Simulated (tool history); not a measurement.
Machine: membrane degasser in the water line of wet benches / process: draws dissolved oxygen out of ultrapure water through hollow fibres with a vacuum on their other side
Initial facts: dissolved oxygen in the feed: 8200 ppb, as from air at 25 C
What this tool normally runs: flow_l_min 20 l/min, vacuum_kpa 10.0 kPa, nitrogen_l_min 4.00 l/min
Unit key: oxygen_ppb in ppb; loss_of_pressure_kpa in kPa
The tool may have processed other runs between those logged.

run,hour,flow_l_min,vacuum_kpa,nitrogen_l_min,oxygen_ppb,loss_of_pressure_kpa
1,0.0,20,10.0,4.00,205.9,64.35
2,93.4,20,10.0,4.00,207.2,64.05
3,193.2,20,7.7,4.00,177.3,64.99
4,301.5,20,7.7,4.00,179.2,64.40
5,473.8,20,7.7,4.00,177.3,64.24
6,675.4,20,7.7,4.00,179.4,64.18
7,784.1,20,7.7,4.00,178.7,64.17
8,902.4,20,7.7,4.00,177.7,63.81
9,1052.9,20,7.7,4.00,178.9,64.19
10,1234.0,20,19.9,4.00,324.8,64.14
11,1396.8,20,19.9,4.00,315.7,64.02
12,1564.6,20,19.9,4.00,318.9,64.29
13,1686.1,14,19.9,10.21,95.4,44.85
14,1806.9,14,19.9,10.21,92.6,44.80
15,1970.1,14,19.9,10.21,92.6,44.82
16,2113.2,30,14.8,7.66,466.6,95.10
17,2328.0,20,10.5,3.48,222.9,63.70
18,2428.5,20,10.5,3.48,220.0,63.61
19,2590.3,22,6.6,2.73,228.5,69.65
20,2701.5,26,6.6,2.73,328.4,82.27

5 ways to go on from here, each from the tool as it stands after run 20. What would each give?
A,2913.0,20,6.6,9.87,?,?
B,2913.0,20,21.6,10.18,?,?
C,2913.0,26,20.1,2.73,?,?
D,2913.0,20,7.7,4.00,?,?
E,2913.0,26,12.4,7.64,?,?

run,oxygen_ppb,loss_of_pressure_kpa
A,143.1,63.32
B,213.1,63.18
C,607.0,82.21
D,177.1,63.42
E,332.5,82.09
The same runs, with their run-to-run variation unchanged, on a tool lacking any hidden condition would have given:
run,oxygen_ppb,loss_of_pressure_kpa
A,142.9,64.56
B,212.9,64.40
C,606.7,83.81
D,176.9,64.65
E,332.2,83.70
